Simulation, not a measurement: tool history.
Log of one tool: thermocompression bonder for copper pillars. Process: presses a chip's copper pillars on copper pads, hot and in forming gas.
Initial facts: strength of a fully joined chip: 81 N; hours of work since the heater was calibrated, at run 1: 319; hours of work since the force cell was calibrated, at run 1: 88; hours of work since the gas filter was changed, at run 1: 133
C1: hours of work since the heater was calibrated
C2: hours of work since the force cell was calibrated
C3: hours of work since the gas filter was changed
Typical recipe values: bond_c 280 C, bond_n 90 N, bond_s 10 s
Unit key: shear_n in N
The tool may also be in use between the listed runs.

Run 1, hour 0.0: usual settings; C1 319; C2 88; C3 133. Result: shear_n 43.7 N.
Run 2, hour 20.1: usual settings; C1 328; C2 96; C3 141. Result: shear_n 43.8 N.
Run 3, hour 38.9: usual settings; C1 336; C2 104; C3 149. Result: shear_n 43.7 N.
Run 4, hour 54.0: usual settings; C1 342; C2 111; C3 156. Result: shear_n 43.7 N.
Run 5, hour 68.7: usual settings but bond_s 18 s; C1 349; C2 117; C3 162. Result: shear_n 52.6 N.
Run 6, hour 79.3: usual settings but bond_n 80 N; C1 353; C2 121; C3 166. Result: shear_n 41.0 N.
Run 7, hour 94.5: usual settings but bond_n 80 N; C1 360; C2 128; C3 173. Result: shear_n 41.0 N.
Run 8, hour 115.9: usual settings but bond_n 80 N; C1 369; C2 137; C3 182. Result: shear_n 40.8 N.
Run 9, hour 136.4: usual settings but bond_n 80 N; C1 377; C2 146; C3 191. Result: shear_n 40.6 N.
Run 10, hour 157.1: usual settings but bond_c 261 C; C1 386; C2 154; C3 199. Result: shear_n 36.5 N.
Run 11, hour 168.9: usual settings but bond_c 261 C; C1 391; C2 159; C3 204. Result: shear_n 36.5 N.
Run 12, hour 185.3: usual settings but bond_c 261 C, bond_n 75 N; C1 398; C2 166; C3 211. Result: shear_n 32.5 N.
Run 13, hour 201.7: usual settings but bond_c 261 C, bond_n 75 N; C1 405; C2 173; C3 218. Result: shear_n 32.5 N.
Run 14, hour 218.3: usual settings but bond_c 261 C, bond_n 75 N; C1 412; C2 180; C3 225. Result: shear_n 32.7 N.
Run 15, hour 228.6: usual settings but bond_c 261 C, bond_n 75 N; C1 416; C2 185; C3 230. Result: shear_n 32.3 N.
Run 16, hour 243.4: usual settings but bond_c 261 C, bond_n 75 N; C1 423; C2 191; C3 236. Result: shear_n 32.4 N.
Run 17, hour 254.7: usual settings but bond_c 261 C, bond_n 75 N; C1 427; C2 196; C3 241. Result: shear_n 32.4 N.
Run 18, hour 270.1: usual settings but bond_c 261 C, bond_n 75 N; C1 434; C2 202; C3 247. Result: shear_n 32.6 N.
Run 19, hour 280.7: usual settings but bond_c 261 C, bond_n 75 N; C1 439; C2 207; C3 252. Result: shear_n 32.6 N.
Run 20, hour 303.3: usual settings but bond_c 261 C, bond_n 75 N; C1 448; C2 216; C3 261. Result: shear_n 32.5 N.
Run 21, hour 321.4: usual settings but bond_c 254 C; C1 456; C2 224; C3 269. Result: shear_n 33.7 N.
Run 22, hour 337.3: usual settings but bond_c 254 C; C1 462; C2 231; C3 276. Result: shear_n 33.6 N.
Run 23, hour 347.1: usual settings but bond_c 285 C, bond_n 61 N, bond_s 16 s; C1 467; C2 235; C3 280. Result: shear_n 42.1 N.
Run 24, hour 360.8: usual settings but bond_c 302 C, bond_n 125 N, bond_s 16 s; C1 472; C2 241; C3 286. Result: shear_n 65.1 N.
Run 25, hour 374.7: usual settings but bond_c 262 C, bond_n 61 N, bond_s 16 s; C1 478; C2 247; C3 292. Result: shear_n 34.1 N.
Run 26, hour 395.8: usual settings but bond_c 266 C, bond_n 97 N, bond_s 9 s; C1 487; C2 256; C3 301. Result: shear_n 37.8 N.
At hour 403.1: gauge calibrated.
Run 27, hour 415.5: usual settings but bond_c 266 C, bond_n 97 N, bond_s 9 s; C1 496; C2 264; C3 309. Result: shear_n 39.1 N.
Run 28, hour 438.0: usual settings but bond_n 80 N; C1 505; C2 273; C3 318. Result: shear_n 41.4 N.
Run 29, hour 459.1: usual settings but bond_c 270 C, bond_n 135 N; C1 514; C2 282; C3 327. Result: shear_n 49.9 N.
Run 30, hour 476.1: usual settings but bond_c 257 C, bond_n 117 N, bond_s 28 s; C1 521; C2 290; C3 335. Result: shear_n 55.6 N.
Run 31, hour 497.2: usual settings but bond_c 257 C, bond_n 117 N, bond_s 28 s; C1 530; C2 299; C3 344. Result: shear_n 56.1 N.
Run 32, hour 512.5: usual settings but bond_c 257 C, bond_n 117 N, bond_s 28 s; C1 537; C2 305; C3 350. Result: shear_n 55.9 N.
Run 33, hour 533.5: usual settings but bond_c 305 C, bond_n 116 N, bond_s 14 s; C1 546; C2 314; C3 359. Result: shear_n 63.2 N.
Run 34, hour 554.7: usual settings but bond_c 306 C, bond_n 123 N; C1 555; C2 323; C3 368. Result: shear_n 59.9 N.
At hour 567.8: forming gas filter changed.
Run 35, hour 577.3: usual settings but bond_c 276 C, bond_n 109 N, bond_s 22 s; C1 564; C2 332; C3 4. Result: shear_n 57.8 N.
Run 36, hour 593.9: usual settings but bond_c 257 C, bond_n 66 N; C1 571; C2 339; C3 11. Result: shear_n 28.6 N.
Run 37, hour 613.0: usual settings but bond_n 102 N, bond_s 23 s; C1 579; C2 347; C3 19. Result: shear_n 58.7 N.
Run 38, hour 623.0: usual settings but bond_n 102 N, bond_s 23 s; C1 583; C2 352; C3 23. Result: shear_n 58.5 N.
Run 39, hour 637.3: usual settings but bond_c 289 C, bond_n 102 N, bond_s 8 s; C1 590; C2 358; C3 29. Result: shear_n 46.3 N.
Run 40, hour 661.1: usual settings but bond_c 310 C, bond_n 83 N; C1 600; C2 368; C3 40. Result: shear_n 52.1 N.
Run 41, hour 675.1: usual settings but bond_c 310 C, bond_n 83 N; C1 606; C2 374; C3 45. Result: shear_n 52.0 N.

What would each run have given without the hidden state, its run-to-run variation left as it was?
Hidden conditions of the tool in this case: true temperature of the bond over the reading, C; force that reaches the chip, % of what is set; oxide that the forming gas leaves, % of the face; drift of the gauge itself on shear_n, %.
run  shear_n
  1     43.7
  2     43.9
  3     43.9
  4     43.8
  5     52.9
  6     41.3
  7     41.3
  8     41.1
  9     41.0
 10     36.9
 11     36.9
 12     32.9
 13     32.9
 14     33.2
 15     32.8
 16     33.0
 17     32.9
 18     33.2
 19     33.2
 20     33.1
 21     34.4
 22     34.3
 23     43.1
 24     66.7
 25     34.9
 26     38.8
 27     39.2
 28     41.6
 29     50.1
 30     56.0
 31     56.5
 32     56.4
 33     63.9
 34     60.6
 35     58.3
 36     28.8
 37     59.4
 38     59.2
 39     46.9
 40     52.9
 41     52.8
